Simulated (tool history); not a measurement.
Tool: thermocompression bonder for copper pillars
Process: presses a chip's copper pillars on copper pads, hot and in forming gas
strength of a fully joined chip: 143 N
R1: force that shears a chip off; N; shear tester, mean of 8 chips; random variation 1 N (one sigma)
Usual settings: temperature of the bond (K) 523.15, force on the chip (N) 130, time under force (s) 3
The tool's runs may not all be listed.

run 1 hour=0.0 | temperature_of_the_bond_(K)=523.15 force_on_the_chip_(N)=130 time_under_force_(s)=3 | R1=81.7
run 2 hour=9.1 | temperature_of_the_bond_(K)=523.15 force_on_the_chip_(N)=130 time_under_force_(s)=3 | R1=81.4
run 3 hour=22.4 | temperature_of_the_bond_(K)=523.15 force_on_the_chip_(N)=130 time_under_force_(s)=3 | R1=82.1
run 4 hour=30.0 | temperature_of_the_bond_(K)=523.15 force_on_the_chip_(N)=130 time_under_force_(s)=3 | R1=80.8
run 5 hour=37.2 | temperature_of_the_bond_(K)=519.15 force_on_the_chip_(N)=130 time_under_force_(s)=3 | R1=77.3
run 6 hour=51.5 | temperature_of_the_bond_(K)=519.15 force_on_the_chip_(N)=130 time_under_force_(s)=3 | R1=75.2
run 7 hour=62.8 | temperature_of_the_bond_(K)=523.15 force_on_the_chip_(N)=101 time_under_force_(s)=3 | R1=65.6
run 8 hour=70.5 | temperature_of_the_bond_(K)=523.15 force_on_the_chip_(N)=130 time_under_force_(s)=3 | R1=80.1
run 9 hour=79.2 | temperature_of_the_bond_(K)=523.15 force_on_the_chip_(N)=130 time_under_force_(s)=3 | R1=79.5
run 10 hour=89.0 | temperature_of_the_bond_(K)=502.15 force_on_the_chip_(N)=130 time_under_force_(s)=3 | R1=56.9
run 11 hour=103.2 | temperature_of_the_bond_(K)=523.15 force_on_the_chip_(N)=130 time_under_force_(s)=3 | R1=79.7
run 12 hour=112.1 | temperature_of_the_bond_(K)=518.15 force_on_the_chip_(N)=130 time_under_force_(s)=3 | R1=74.9
run 13 hour=119.8 | temperature_of_the_bond_(K)=518.15 force_on_the_chip_(N)=130 time_under_force_(s)=3 | R1=73.3
run 14 hour=127.0 | temperature_of_the_bond_(K)=513.15 force_on_the_chip_(N)=130 time_under_force_(s)=3 | R1=67.7
run 15 hour=134.4 | temperature_of_the_bond_(K)=523.15 force_on_the_chip_(N)=130 time_under_force_(s)=3 | R1=80.5
run 16 hour=148.2 | temperature_of_the_bond_(K)=523.15 force_on_the_chip_(N)=130 time_under_force_(s)=3 | R1=77.9
run 17 hour=157.0 | temperature_of_the_bond_(K)=523.15 force_on_the_chip_(N)=130 time_under_force_(s)=3 | R1=79.0
run 18 hour=172.9 | temperature_of_the_bond_(K)=523.15 force_on_the_chip_(N)=186 time_under_force_(s)=3 | R1=98.5
run 19 hour=181.3 | temperature_of_the_bond_(K)=523.15 force_on_the_chip_(N)=186 time_under_force_(s)=3 | R1=99.0
-- hour=187.7 force cell calibrated
run 20 hour=190.7 | temperature_of_the_bond_(K)=523.15 force_on_the_chip_(N)=186 time_under_force_(s)=3 | R1=101.8
run 21 hour=197.4 | temperature_of_the_bond_(K)=523.15 force_on_the_chip_(N)=186 time_under_force_(s)=2 | R1=92.4
run 22 hour=205.8 | temperature_of_the_bond_(K)=523.15 force_on_the_chip_(N)=174 time_under_force_(s)=7 | R1=117.9
run 23 hour=216.7 | temperature_of_the_bond_(K)=551.15 force_on_the_chip_(N)=130 time_under_force_(s)=3 | R1=110.4
run 24 hour=230.3 | temperature_of_the_bond_(K)=523.15 force_on_the_chip_(N)=146 time_under_force_(s)=4 | R1=95.1
run 25 hour=243.6 | temperature_of_the_bond_(K)=523.15 force_on_the_chip_(N)=146 time_under_force_(s)=4 | R1=96.2
run 26 hour=253.4 | temperature_of_the_bond_(K)=523.15 force_on_the_chip_(N)=146 time_under_force_(s)=5 | R1=99.9
-- hour=261.7 forming gas filter changed
run 27 hour=266.7 | temperature_of_the_bond_(K)=523.15 force_on_the_chip_(N)=146 time_under_force_(s)=5 | R1=105.8
run 28 hour=278.0 | temperature_of_the_bond_(K)=523.15 force_on_the_chip_(N)=146 time_under_force_(s)=5 | R1=104.0
run 29 hour=290.6 | temperature_of_the_bond_(K)=511.15 force_on_the_chip_(N)=130 time_under_force_(s)=6 | R1=87.9
run 30 hour=306.6 | temperature_of_the_bond_(K)=526.15 force_on_the_chip_(N)=130 time_under_force_(s)=2 | R1=78.0
run 31 hour=322.2 | temperature_of_the_bond_(K)=526.15 force_on_the_chip_(N)=130 time_under_force_(s)=2 | R1=77.2
run 32 hour=334.3 | temperature_of_the_bond_(K)=526.15 force_on_the_chip_(N)=130 time_under_force_(s)=2 | R1=77.7
run 33 hour=347.8 | temperature_of_the_bond_(K)=526.15 force_on_the_chip_(N)=130 time_under_force_(s)=2 | R1=76.4
run 34 hour=359.8 | temperature_of_the_bond_(K)=544.15 force_on_the_chip_(N)=84 time_under_force_(s)=2 | R1=70.7
run 35 hour=371.1 | temperature_of_the_bond_(K)=523.15 force_on_the_chip_(N)=195 time_under_force_(s)=7 | R1=126.2
run 36 hour=377.7 | temperature_of_the_bond_(K)=521.15 force_on_the_chip_(N)=130 time_under_force_(s)=3 | R1=81.1
run 37 hour=387.4 | temperature_of_the_bond_(K)=523.15 force_on_the_chip_(N)=84 time_under_force_(s)=6 | R1=76.5
run 38 hour=395.4 | temperature_of_the_bond_(K)=550.15 force_on_the_chip_(N)=78 time_under_force_(s)=3 | R1=81.1
run 39 hour=408.4 | temperature_of_the_bond_(K)=531.15 force_on_the_chip_(N)=130 time_under_force_(s)=3 | R1=91.4

The same runs without the tool's hidden state, with the same run-to-run variation:
The hidden state here: true temperature of the bond over the reading, C; force that reaches the chip, % of what is set; oxide that the forming gas leaves, % of the face; drift of the gauge itself on shear_n, %.
run=1 R1=91.1
run=2 R1=90.9
run=3 R1=91.8
run=4 R1=90.8
run=5 R1=87.4
run=6 R1=85.3
run=7 R1=75.4
run=8 R1=90.8
run=9 R1=90.4
run=10 R1=66.7
run=11 R1=91.3
run=12 R1=86.4
run=13 R1=84.9
run=14 R1=79.1
run=15 R1=92.7
run=16 R1=90.2
run=17 R1=91.7
run=18 R1=111.8
run=19 R1=112.5
run=20 R1=110.8
run=21 R1=101.5
run=22 R1=127.1
run=23 R1=119.6
run=24 R1=105.1
run=25 R1=106.6
run=26 R1=110.3
run=27 R1=111.1
run=28 R1=109.5
run=29 R1=94.3
run=30 R1=84.4
run=31 R1=83.9
run=32 R1=84.6
run=33 R1=83.5
run=34 R1=77.6
run=35 R1=132.3
run=36 R1=89.2
run=37 R1=84.7
run=38 R1=89.0
run=39 R1=100.1
